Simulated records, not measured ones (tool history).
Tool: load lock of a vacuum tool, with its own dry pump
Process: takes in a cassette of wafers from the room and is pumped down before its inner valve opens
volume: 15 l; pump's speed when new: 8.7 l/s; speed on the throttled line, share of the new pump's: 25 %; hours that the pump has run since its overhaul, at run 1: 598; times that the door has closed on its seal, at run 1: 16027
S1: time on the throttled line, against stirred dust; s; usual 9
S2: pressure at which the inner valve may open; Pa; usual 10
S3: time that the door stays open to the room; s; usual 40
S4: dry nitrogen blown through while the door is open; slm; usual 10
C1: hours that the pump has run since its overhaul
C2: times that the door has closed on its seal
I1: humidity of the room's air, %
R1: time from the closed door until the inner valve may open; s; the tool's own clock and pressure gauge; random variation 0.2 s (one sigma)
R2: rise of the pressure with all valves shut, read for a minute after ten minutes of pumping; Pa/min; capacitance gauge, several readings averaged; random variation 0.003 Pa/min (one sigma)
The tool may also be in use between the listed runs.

run 1 day=0.000 | S1=9 S2=10 S3=40 S4=10 | C1=598 C2=16027 | I1=44.8 | R1=23.2 R2=0.069
run 2 day=9.104 | S1=9 S2=10 S3=40 S4=10 | C1=816 C2=16355 | I1=44.2 | R1=22.7 R2=0.066
run 3 day=19.988 | S1=9 S2=10 S3=40 S4=10 | C1=1078 C2=16747 | I1=46.0 | R1=23.1 R2=0.072
run 4 day=29.042 | S1=9 S2=10 S3=40 S4=10 | C1=1295 C2=17074 | I1=48.1 | R1=23.0 R2=0.070
run 5 day=38.933 | S1=9 S2=10 S3=40 S4=10 | C1=1532 C2=17430 | I1=47.0 | R1=23.2 R2=0.077
run 6 day=48.646 | S1=9 S2=10 S3=40 S4=10 | C1=1765 C2=17780 | I1=44.7 | R1=23.1 R2=0.067
run 7 day=58.658 | S1=9 S2=14 S3=40 S4=10 | C1=2006 C2=18140 | I1=45.0 | R1=22.6 R2=0.073
run 8 day=65.121 | S1=9 S2=10 S3=93 S4=10 | C1=2161 C2=18373 | I1=44.6 | R1=23.0 R2=0.100
run 9 day=73.271 | S1=9 S2=10 S3=93 S4=10 | C1=2356 C2=18667 | I1=45.3 | R1=22.9 R2=0.109
run 10 day=77.792 | S1=9 S2=10 S3=155 S4=10 | C1=2465 C2=18830 | I1=46.1 | R1=23.2 R2=0.147
run 11 day=87.367 | S1=9 S2=10 S3=102 S4=10 | C1=2695 C2=19175 | I1=42.9 | R1=23.4 R2=0.106
run 12 day=94.904 | S1=9 S2=10 S3=102 S4=10 | C1=2875 C2=19446 | I1=45.7 | R1=23.5 R2=0.121
run 13 day=104.104 | S1=9 S2=10 S3=40 S4=10 | C1=3096 C2=19778 | I1=47.6 | R1=23.5 R2=0.073
run 14 day=114.958 | S1=9 S2=10 S3=40 S4=22 | C1=3357 C2=20169 | I1=45.7 | R1=23.7 R2=0.062
run 15 day=125.142 | S1=4 S2=10 S3=40 S4=22 | C1=3601 C2=20536 | I1=45.4 | R1=19.8 R2=0.069
run 16 day=134.775 | S1=4 S2=10 S3=40 S4=22 | C1=3832 C2=20882 | I1=47.9 | R1=19.5 R2=0.068
run 17 day=144.967 | S1=6 S2=9 S3=49 S4=44 | C1=4077 C2=21250 | I1=44.0 | R1=21.3 R2=0.058
run 18 day=151.296 | S1=9 S2=10 S3=167 S4=22 | C1=4229 C2=21478 | I1=46.6 | R1=23.3 R2=0.126
run 19 day=159.454 | S1=6 S2=13 S3=230 S4=5 | C1=4425 C2=21772 | I1=45.3 | R1=21.2 R2=0.191
run 20 day=168.475 | S1=9 S2=10 S3=40 S4=6 | C1=4641 C2=22097 | I1=42.6 | R1=23.6 R2=0.083
run 21 day=174.467 | S1=9 S2=10 S3=40 S4=6 | C1=4785 C2=22312 | I1=45.5 | R1=23.3 R2=0.086
run 22 day=185.354 | S1=9 S2=10 S3=40 S4=6 | C1=5046 C2=22705 | I1=46.3 | R1=23.5 R2=0.086
run 23 day=191.067 | S1=6 S2=10 S3=120 S4=11 | C1=5183 C2=22910 | I1=44.3 | R1=21.5 R2=0.128
run 24 day=196.554 | S1=7 S2=10 S3=40 S4=10 | C1=5315 C2=23108 | I1=42.3 | R1=22.2 R2=0.072
run 25 day=206.354 | S1=7 S2=10 S3=145 S4=10 | C1=5550 C2=23461 | I1=42.6 | R1=22.2 R2=0.131
run 26 day=215.738 | S1=8 S2=9 S3=185 S4=10 | C1=5776 C2=23799 | I1=42.8 | R1=23.4 R2=0.149
run 27 day=222.800 | S1=13 S2=10 S3=40 S4=28 | C1=5945 C2=24054 | I1=42.9 | R1=26.7 R2=0.069
run 28 day=230.575 | S1=13 S2=10 S3=40 S4=28 | C1=6132 C2=24333 | I1=45.9 | R1=26.8 R2=0.067
run 29 day=240.592 | S1=5 S2=8 S3=40 S4=10 | C1=6372 C2=24694 | I1=46.3 | R1=21.4 R2=0.088
run 30 day=250.546 | S1=5 S2=8 S3=40 S4=10 | C1=6611 C2=25053 | I1=46.4 | R1=21.1 R2=0.084
run 31 day=255.396 | S1=9 S2=10 S3=143 S4=16 | C1=6727 C2=25228 | I1=44.6 | R1=23.9 R2=0.129
run 32 day=265.442 | S1=9 S2=17 S3=143 S4=18 | C1=6968 C2=25590 | I1=47.5 | R1=22.8 R2=0.130

Forecast each of these 5 alternatives for the next run:
run A day=271.650 | S1=14 S2=17 S3=143 S4=18 | C1=7117 C2=25813 | I1=44.0 | R1=? R2=?
run B day=271.650 | S1=9 S2=11 S3=91 S4=18 | C1=7117 C2=25813 | I1=44.4 | R1=? R2=?
run C day=271.650 | S1=8 S2=16 S3=59 S4=10 | C1=7117 C2=25813 | I1=46.3 | R1=? R2=?
run D day=271.650 | S1=14 S2=15 S3=40 S4=10 | C1=7117 C2=25813 | I1=43.0 | R1=? R2=?
run E day=271.650 | S1=5 S2=10 S3=81 S4=18 | C1=7117 C2=25813 | I1=45.8 | R1=? R2=?

run=A R1=26.4 R2=0.120
run=B R1=23.4 R2=0.109
run=C R1=22.1 R2=0.104
run=D R1=26.7 R2=0.079
run=E R1=20.9 R2=0.106
Without the tool's hidden state the same runs would have given:
run=A R1=25.5 R2=0.084
run=B R1=22.4 R2=0.071
run=C R1=21.1 R2=0.066
run=D R1=25.8 R2=0.043
run=E R1=19.7 R2=0.069
